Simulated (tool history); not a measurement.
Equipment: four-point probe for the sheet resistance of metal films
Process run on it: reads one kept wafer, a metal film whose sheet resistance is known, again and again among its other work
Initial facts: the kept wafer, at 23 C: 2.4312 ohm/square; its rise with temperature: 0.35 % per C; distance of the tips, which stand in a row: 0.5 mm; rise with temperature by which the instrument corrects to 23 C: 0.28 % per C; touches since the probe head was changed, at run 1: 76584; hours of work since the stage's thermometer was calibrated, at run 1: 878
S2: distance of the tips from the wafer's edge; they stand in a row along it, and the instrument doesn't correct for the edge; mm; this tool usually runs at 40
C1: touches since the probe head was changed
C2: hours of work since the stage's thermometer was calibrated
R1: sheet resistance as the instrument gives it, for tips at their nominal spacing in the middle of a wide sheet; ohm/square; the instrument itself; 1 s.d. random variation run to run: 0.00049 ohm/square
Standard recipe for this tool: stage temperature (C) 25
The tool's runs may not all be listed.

Run 1, hour 0.0: usual settings; C1 76584; C2 878. Result: R1 2.460272 ohm/square.
Run 2, hour 74.5: usual settings; C1 78390; C2 917. Result: R1 2.460189 ohm/square.
At hour 88.0: new probe head fitted.
Run 3, hour 126.9: usual settings; C1 944; C2 944. Result: R1 2.437392 ohm/square.
Run 4, hour 170.6: usual settings; C1 2004; C2 967. Result: R1 2.437100 ohm/square.
Run 5, hour 242.6: usual settings; C1 3750; C2 1004. Result: R1 2.437454 ohm/square.
Run 6, hour 298.4: usual settings; C1 5104; C2 1034. Result: R1 2.438329 ohm/square.
Run 7, hour 333.1: usual settings but S2 21 mm; C1 5943; C2 1052. Result: R1 2.439597 ohm/square.
Run 8, hour 389.4: usual settings but S2 30 mm; C1 7309; C2 1081. Result: R1 2.437957 ohm/square.
Run 9, hour 447.6: usual settings but S2 30 mm; C1 8722; C2 1112. Result: R1 2.439705 ohm/square.
Run 10, hour 501.2: usual settings but S2 30 mm; C1 10020; C2 1140. Result: R1 2.439239 ohm/square.
Run 11, hour 565.2: usual settings but S2 13 mm; C1 11571; C2 1173. Result: R1 2.441877 ohm/square.
Run 12, hour 613.4: usual settings but S2 13 mm; C1 12741; C2 1199. Result: R1 2.441125 ohm/square.
Run 13, hour 657.8: usual settings but S2 24 mm; C1 13818; C2 1222. Result: R1 2.440524 ohm/square.
Run 14, hour 712.2: usual settings; C1 15136; C2 1251. Result: R1 2.441058 ohm/square.
Run 15, hour 746.0: usual settings; C1 15955; C2 1268. Result: R1 2.440393 ohm/square.
Run 16, hour 807.8: usual settings; C1 17454; C2 1301. Result: R1 2.440888 ohm/square.
At hour 811.7: stage's thermometer calibrated.
Run 17, hour 840.8: usual settings but S2 41 mm; C1 18242; C2 15. Result: R1 2.439849 ohm/square.
Run 18, hour 909.0: usual settings but S2 41 mm; C1 19895; C2 51. Result: R1 2.440001 ohm/square.
Run 19, hour 958.1: usual settings but stage temperature (C) 34, S2 9 mm; C1 21087; C2 77. Result: R1 2.460120 ohm/square.
At hour 970.0: stage's thermometer calibrated, once more.
Run 20, hour 1021.6: usual settings but stage temperature (C) 34, S2 9 mm; C1 22615; C2 27. Result: R1 2.467512 ohm/square.
Run 21, hour 1076.7: usual settings but S2 9 mm; C1 23950; C2 56. Result: R1 2.451620 ohm/square.
Run 22, hour 1148.2: usual settings but S2 19 mm; C1 25685; C2 93. Result: R1 2.448000 ohm/square.
Run 23, hour 1188.5: usual settings but S2 19 mm; C1 26662; C2 115. Result: R1 2.449311 ohm/square.
Run 24, hour 1262.0: usual settings but stage temperature (C) 20, S2 4 mm; C1 28444; C2 153. Result: R1 2.459419 ohm/square.
Run 25, hour 1318.3: usual settings but stage temperature (C) 20, S2 4 mm; C1 29808; C2 183. Result: R1 2.459198 ohm/square.
Run 26, hour 1378.4: usual settings but stage temperature (C) 23, S2 3 mm; C1 31266; C2 214. Result: R1 2.481271 ohm/square.
Run 27, hour 1423.6: usual settings but stage temperature (C) 35, S2 12 mm; C1 32363; C2 238. Result: R1 2.468694 ohm/square.
Run 28, hour 1502.6: usual settings but stage temperature (C) 35, S2 12 mm; C1 34277; C2 279. Result: R1 2.469867 ohm/square.
Run 29, hour 1538.2: usual settings but stage temperature (C) 18, S2 10 mm; C1 35140; C2 298. Result: R1 2.441647 ohm/square.
Run 30, hour 1610.7: usual settings but stage temperature (C) 32, S2 8 mm; C1 36899; C2 336. Result: R1 2.467796 ohm/square.
Run 31, hour 1658.6: usual settings but stage temperature (C) 27, S2 4 mm; C1 38061; C2 361. Result: R1 2.474354 ohm/square.
Run 32, hour 1730.5: usual settings but stage temperature (C) 22, S2 4 mm; C1 39804; C2 399. Result: R1 2.466306 ohm/square.
Run 33, hour 1767.9: usual settings but stage temperature (C) 34, S2 12 mm; C1 40710; C2 418. Result: R1 2.470270 ohm/square.
Run 34, hour 1836.1: usual settings but stage temperature (C) 34, S2 12 mm; C1 42363; C2 454. Result: R1 2.470776 ohm/square.

Branching from run 34: 3 alternative next runs. What would each branch give?
Run A, hour 1911.3: usual settings but stage temperature (C) 19, S2 9 mm; C1 44187; C2 493. Result: R1 ?.
Run B, hour 1911.3: usual settings but stage temperature (C) 21, S2 12 mm; C1 44187; C2 493. Result: R1 ?.
Run C, hour 1911.3: usual settings but S2 6 mm; C1 44187; C2 493. Result: R1 ?.

run        R1
  A  2.445796
  B  2.446372
  C  2.461473
Stripped of hidden state, with their random variation kept, the same runs would have yielded:
run        R1
  A  2.428427
  B  2.428993
  C  2.443982
